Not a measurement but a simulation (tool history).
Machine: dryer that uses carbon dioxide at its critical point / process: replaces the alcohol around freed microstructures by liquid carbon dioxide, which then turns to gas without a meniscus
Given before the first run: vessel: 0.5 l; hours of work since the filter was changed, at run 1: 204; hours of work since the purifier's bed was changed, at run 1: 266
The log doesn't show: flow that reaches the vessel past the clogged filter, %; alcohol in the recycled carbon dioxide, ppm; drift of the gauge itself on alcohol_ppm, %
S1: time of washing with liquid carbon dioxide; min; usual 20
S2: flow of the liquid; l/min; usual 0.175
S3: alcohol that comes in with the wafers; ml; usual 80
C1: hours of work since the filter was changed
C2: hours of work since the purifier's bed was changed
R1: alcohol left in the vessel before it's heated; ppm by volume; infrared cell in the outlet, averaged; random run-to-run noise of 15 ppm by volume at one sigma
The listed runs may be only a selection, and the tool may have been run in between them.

{"run": 1, "day": 0.0, "S1": 20, "S2": 0.175, "S3": 80, "C1": 204, "C2": 266, "R1": 1185}
{"run": 2, "day": 0.367, "S1": 20, "S2": 0.175, "S3": 80, "C1": 207, "C2": 269, "R1": 1176}
{"run": 3, "day": 0.688, "S1": 20, "S2": 0.175, "S3": 80, "C1": 209, "C2": 272, "R1": 1210}
{"run": 4, "day": 1.004, "S1": 20, "S2": 0.175, "S3": 64, "C1": 212, "C2": 274, "R1": 961}
{"run": 5, "day": 1.646, "S1": 29, "S2": 0.175, "S3": 80, "C1": 217, "C2": 280, "R1": 198}
{"run": 6, "day": 2.279, "S1": 29, "S2": 0.175, "S3": 80, "C1": 222, "C2": 285, "R1": 195}
{"run": 7, "day": 2.908, "S1": 20, "S2": 0.175, "S3": 80, "C1": 227, "C2": 290, "R1": 1208}
{"run": 8, "day": 3.329, "S1": 20, "S2": 0.175, "S3": 80, "C1": 230, "C2": 293, "R1": 1154}
{"run": 9, "day": 3.817, "S1": 20, "S2": 0.175, "S3": 80, "C1": 234, "C2": 297, "R1": 1184}
{"run": 10, "day": 4.162, "S1": 20, "S2": 0.175, "S3": 80, "C1": 237, "C2": 300, "R1": 1171}
{"run": 11, "day": 4.438, "S1": 20, "S2": 0.175, "S3": 80, "C1": 239, "C2": 302, "R1": 1186}
{"run": 12, "day": 4.888, "S1": 20, "S2": 0.175, "S3": 24, "C1": 243, "C2": 306, "R1": 437}
{"run": 13, "day": 5.262, "S1": 20, "S2": 0.175, "S3": 24, "C1": 246, "C2": 309, "R1": 432}
{"run": 14, "day": 5.696, "S1": 23, "S2": 0.175, "S3": 80, "C1": 249, "C2": 312, "R1": 621}
{"run": 15, "day": 6.246, "S1": 20, "S2": 0.238, "S3": 80, "C1": 254, "C2": 316, "R1": 298}
{"run": 16, "day": 6.596, "S1": 20, "S2": 0.238, "S3": 80, "C1": 256, "C2": 319, "R1": 291}
{"run": 17, "day": 7.204, "S1": 22, "S2": 0.238, "S3": 80, "C1": 261, "C2": 324, "R1": 196}
{"run": 18, "day": 7.625, "S1": 20, "S2": 0.247, "S3": 80, "C1": 265, "C2": 327, "R1": 235}
{"run": 19, "day": 7.967, "S1": 20, "S2": 0.175, "S3": 103, "C1": 268, "C2": 330, "R1": 1545}
{"run": 20, "day": 8.262, "S1": 20, "S2": 0.175, "S3": 103, "C1": 270, "C2": 333, "R1": 1523}
{"run": 21, "day": 8.662, "S1": 31, "S2": 0.175, "S3": 80, "C1": 273, "C2": 336, "R1": 165}
{"run": 22, "day": 8.954, "S1": 27, "S2": 0.175, "S3": 80, "C1": 275, "C2": 338, "R1": 292}
{"run": 23, "day": 9.496, "S1": 24, "S2": 0.175, "S3": 80, "C1": 280, "C2": 342, "R1": 514}
{"run": 24, "day": 10.104, "S1": 25, "S2": 0.175, "S3": 80, "C1": 285, "C2": 347, "R1": 424}
{"run": 25, "day": 10.367, "S1": 19, "S2": 0.111, "S3": 42, "C1": 287, "C2": 349, "R1": 4208}
{"run": 26, "day": 10.821, "S1": 19, "S2": 0.111, "S3": 42, "C1": 290, "C2": 353, "R1": 4133}
{"run": 27, "day": 11.167, "S1": 19, "S2": 0.111, "S3": 42, "C1": 293, "C2": 356, "R1": 4227}
{"run": 28, "day": 11.771, "S1": 19, "S2": 0.144, "S3": 24, "C1": 298, "C2": 361, "R1": 1082}
{"run": 29, "day": 12.342, "S1": 19, "S2": 0.144, "S3": 24, "C1": 303, "C2": 365, "R1": 1078}
{"run": 30, "day": 12.712, "S1": 19, "S2": 0.144, "S3": 24, "C1": 306, "C2": 368, "R1": 1089}
{"run": 31, "day": 13.146, "S1": 32, "S2": 0.244, "S3": 30, "C1": 309, "C2": 372, "R1": 102}
{"run": 32, "day": 13.475, "S1": 20, "S2": 0.173, "S3": 47, "C1": 312, "C2": 374, "R1": 813}
{"run": 33, "day": 13.8, "S1": 15, "S2": 0.253, "S3": 47, "C1": 314, "C2": 377, "R1": 589}
{"run": 34, "day": 14.267, "S1": 15, "S2": 0.253, "S3": 47, "C1": 318, "C2": 381, "R1": 591}
{"run": 35, "day": 14.683, "S1": 15, "S2": 0.253, "S3": 47, "C1": 321, "C2": 384, "R1": 607}
{"run": 36, "day": 15.042, "S1": 15, "S2": 0.253, "S3": 66, "C1": 324, "C2": 387, "R1": 797}
{"run": 37, "day": 15.667, "S1": 13, "S2": 0.259, "S3": 66, "C1": 329, "C2": 392, "R1": 1305}
{"run": 38, "day": 16.267, "S1": 12, "S2": 0.175, "S3": 45, "C1": 334, "C2": 397, "R1": 4709}
{"run": 39, "day": 16.9, "S1": 20, "S2": 0.206, "S3": 80, "C1": 339, "C2": 402, "R1": 616}
{"run": 40, "day": 17.508, "S1": 18, "S2": 0.124, "S3": 64, "C1": 344, "C2": 407, "R1": 5516}
{"run": 41, "day": 18.092, "S1": 15, "S2": 0.206, "S3": 54, "C1": 349, "C2": 411, "R1": 1565}
{"run": 42, "day": 18.65, "S1": 19, "S2": 0.175, "S3": 21, "C1": 353, "C2": 416, "R1": 534}
{"run": 43, "day": 18.954, "S1": 14, "S2": 0.107, "S3": 67, "C1": 356, "C2": 418, "R1": 15873}
{"run": 44, "day": 19.471, "S1": 14, "S2": 0.107, "S3": 67, "C1": 360, "C2": 422, "R1": 16359}
{"run": 45, "day": 20.033, "S1": 29, "S2": 0.241, "S3": 67, "C1": 364, "C2": 427, "R1": 139}
{"run": 46, "day": 20.333, "S1": 29, "S2": 0.214, "S3": 115, "C1": 367, "C2": 429, "R1": 163}

Pick out some run-to-run changes in R1. Of each, how much would a tool without hidden state show as well, from the settings, what came in and chance, and how much is left for the hidden state and any gauge scatter not in both results compared?
Run 39 -> 40: S1 20 -> 18, S2 0.206 -> 0.124, S3 80 -> 64. R1 +4900 ppm by volume: hidden state +611, all else +4289.
Run 42 -> 43: S1 19 -> 14, S2 0.175 -> 0.107, S3 21 -> 67. R1 +15339 ppm by volume: hidden state +1420, all else +13919.
Run 44 -> 45: S1 14 -> 29, S2 0.107 -> 0.241. R1 -16220 ppm by volume: hidden state -1560, all else -14660.

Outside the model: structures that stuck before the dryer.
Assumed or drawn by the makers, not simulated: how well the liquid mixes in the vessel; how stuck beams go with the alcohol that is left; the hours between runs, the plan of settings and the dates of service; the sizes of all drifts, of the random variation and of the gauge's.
